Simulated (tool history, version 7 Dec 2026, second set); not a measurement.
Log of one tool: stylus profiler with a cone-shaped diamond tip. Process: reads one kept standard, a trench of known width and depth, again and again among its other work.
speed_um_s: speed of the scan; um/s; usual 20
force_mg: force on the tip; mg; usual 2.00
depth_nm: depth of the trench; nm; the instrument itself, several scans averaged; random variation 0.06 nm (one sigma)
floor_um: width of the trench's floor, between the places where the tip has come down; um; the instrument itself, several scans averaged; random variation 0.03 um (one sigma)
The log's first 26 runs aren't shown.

Run 27, hour 1061.5: usual settings but speed_um_s 7 um/s, force_mg 4.70 mg. Result: depth_nm 205.15 nm, floor_um 46.82 um.
Run 28, hour 1087.6: usual settings but speed_um_s 13 um/s, force_mg 1.04 mg. Result: depth_nm 201.71 nm, floor_um 46.80 um.
Run 29, hour 1122.7: usual settings but speed_um_s 24 um/s, force_mg 3.54 mg. Result: depth_nm 204.22 nm, floor_um 46.79 um.
Run 30, hour 1165.5: usual settings but speed_um_s 7 um/s, force_mg 1.08 mg. Result: depth_nm 201.78 nm, floor_um 46.75 um.
Run 31, hour 1203.5: usual settings but speed_um_s 10 um/s, force_mg 1.13 mg. Result: depth_nm 201.76 nm, floor_um 46.77 um.
At hour 1229.0: new tip fitted, height scale calibrated.
Run 32, hour 1243.6: usual settings but speed_um_s 9 um/s, force_mg 2.85 mg. Result: depth_nm 203.51 nm, floor_um 47.99 um.
Run 33, hour 1284.2: usual settings but speed_um_s 29 um/s, force_mg 1.41 mg. Result: depth_nm 202.23 nm, floor_um 47.89 um.
Run 34, hour 1323.8: usual settings but speed_um_s 14 um/s, force_mg 1.12 mg. Result: depth_nm 201.90 nm, floor_um 47.93 um.
Run 35, hour 1370.6: usual settings but speed_um_s 7 um/s, force_mg 1.98 mg. Result: depth_nm 202.84 nm, floor_um 47.94 um.

Forecast run 36:
Run 36, hour 1419.7: usual settings but speed_um_s 24 um/s, force_mg 3.26 mg. Result: depth_nm ?, floor_um ?.

Run 36 gave depth_nm 204.03 nm, floor_um 47.87 um.
Without the tool's hidden state the same run would have given depth_nm 204.20 nm, floor_um 47.99 um.
